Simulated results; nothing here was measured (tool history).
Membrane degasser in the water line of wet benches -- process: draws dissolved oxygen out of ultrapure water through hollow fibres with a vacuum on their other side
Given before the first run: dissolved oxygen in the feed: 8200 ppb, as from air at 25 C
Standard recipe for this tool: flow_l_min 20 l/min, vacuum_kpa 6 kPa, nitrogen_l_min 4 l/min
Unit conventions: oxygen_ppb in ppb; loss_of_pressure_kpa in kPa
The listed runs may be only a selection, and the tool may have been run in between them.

run      day  flow_l_min  vacuum_kpa  nitrogen_l_min  oxygen_ppb  loss_of_pressure_kpa
  1        0          20           6               4        39.5                 38.02
  2    4.033          20           6               4        39.1                 38.23
  3   13.867          20           6             5.9        28.2                 38.23
  4   18.488          20           6             5.9        27.9                 38.09
  5   28.454          20           6             7.8        23.1                  38.4
  6   36.133          20           6             7.8        22.8                 38.21
  7   40.388          20           6             7.8        22.5                 38.33
  8   49.742          20           6             7.8        22.9                 38.15
  9   58.067          20           6               4        40.3                 38.65
 10   67.696          20           6               4        40.4                 38.51
 11   74.129          20           6               4        40.3                  38.4
 12   83.642          20           6               4        40.6                 38.47
 13   90.638          17           6               4        33.5                 33.02
 14   97.804          17           6               4          34                 32.55
 15  102.354          20           6               4        40.2                 38.56
 16   106.85          20           6               4        40.5                  38.9
 17  111.333          20        8.55               4        73.7                 38.96
 18  115.571          20       14.84            3.96       153.5                 38.69
 19  125.067          13        6.89             7.7        17.8                 25.24
 20  134.212          13        6.89             7.7          18                 25.42
 21  141.658          13        6.89             7.7        18.1                 25.18
 22  151.483          29       13.69               4         198                 56.67
     158.788  -- seals of the vacuum lines changed
 23  158.788          20       12.04               4       112.4                 39.05
 24  165.958          25       12.67            2.63       217.8                 48.37
 25  172.321          19        4.91               4        24.9                  36.7
 26  180.392          26           6            7.53        35.5                 50.51
 27  189.533          14       12.07               4          79                 27.27
 28  198.867          20        4.73             5.6        19.5                  38.9
 29  208.525          22       10.39            9.95        47.7                 42.63
 30  212.717          27           6           10.84          31                 52.98
 31  220.754          16        4.98           10.84         9.6                 31.22

Here are 3 independent what-if runs from the current tool condition. What would each one return?
  A  230.425          20        9.66               4           ?                     ?
  B  230.425          19        4.27             3.1           ?                     ?
  C  230.425          14        9.81            1.61           ?                     ?

run  oxygen_ppb  loss_of_pressure_kpa
  A        84.7                 38.88
  B        21.3                 37.27
  C         140                 27.32
With no hidden state in the tool, these same runs would have given:
run  oxygen_ppb  loss_of_pressure_kpa
  A        81.7                 37.26
  B        18.8                 35.73
  C       136.5                 26.18
